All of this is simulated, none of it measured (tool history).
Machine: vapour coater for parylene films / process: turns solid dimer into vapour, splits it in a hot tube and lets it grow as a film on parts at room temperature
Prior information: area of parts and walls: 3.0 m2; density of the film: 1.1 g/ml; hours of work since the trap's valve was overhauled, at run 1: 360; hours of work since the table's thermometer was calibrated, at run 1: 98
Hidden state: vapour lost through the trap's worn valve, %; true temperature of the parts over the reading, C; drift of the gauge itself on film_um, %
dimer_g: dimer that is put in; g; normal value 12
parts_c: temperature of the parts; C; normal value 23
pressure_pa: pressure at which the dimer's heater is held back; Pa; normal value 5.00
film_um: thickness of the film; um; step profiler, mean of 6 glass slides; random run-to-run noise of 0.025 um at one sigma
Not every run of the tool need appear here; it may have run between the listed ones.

run	hour	dimer_g	parts_c	pressure_pa	hours of work since the trap's valve was overhauled	hours of work since the table's thermometer was calibrated	film_um
1	0.0	12	23	5.00	360	98	2.27
2	14.8	12	23	5.00	371	109	2.27
3	40.2	15	23	5.00	391	129	2.83
4	54.1	15	23	6.87	402	140	2.62
5	73.4	12	23	5.00	417	155	2.22
6	96.7	12	23	5.00	435	173	2.20
7	108.1	16	23	5.00	444	182	2.99
8	129.2	5	25	3.52	460	198	0.95
9	149.0	10	33	7.71	475	214	1.19
# hour 171.2: trap's valve overhauled
10	178.5	10	33	7.71	6	233	1.22
11	204.3	11	23	6.21	26	253	1.96
12	227.5	11	23	6.21	44	271	1.93
13	242.0	11	23	6.21	55	283	1.96
14	255.3	11	16	2.88	65	293	3.01

Consider 3 possible next runs. They are alternatives, not a sequence: every one starts from the tool as it was left by run 14. What does each give?
A	279.1	9	16	2.88	84	311	?
B	279.1	12	25	8.13	84	311	?
C	279.1	11	16	2.88	84	311	?

run	film_um
A	2.41
B	1.85
C	3.03
What these runs would have given with no unlogged condition in the tool:
run	film_um
A	2.41
B	1.85
C	3.03
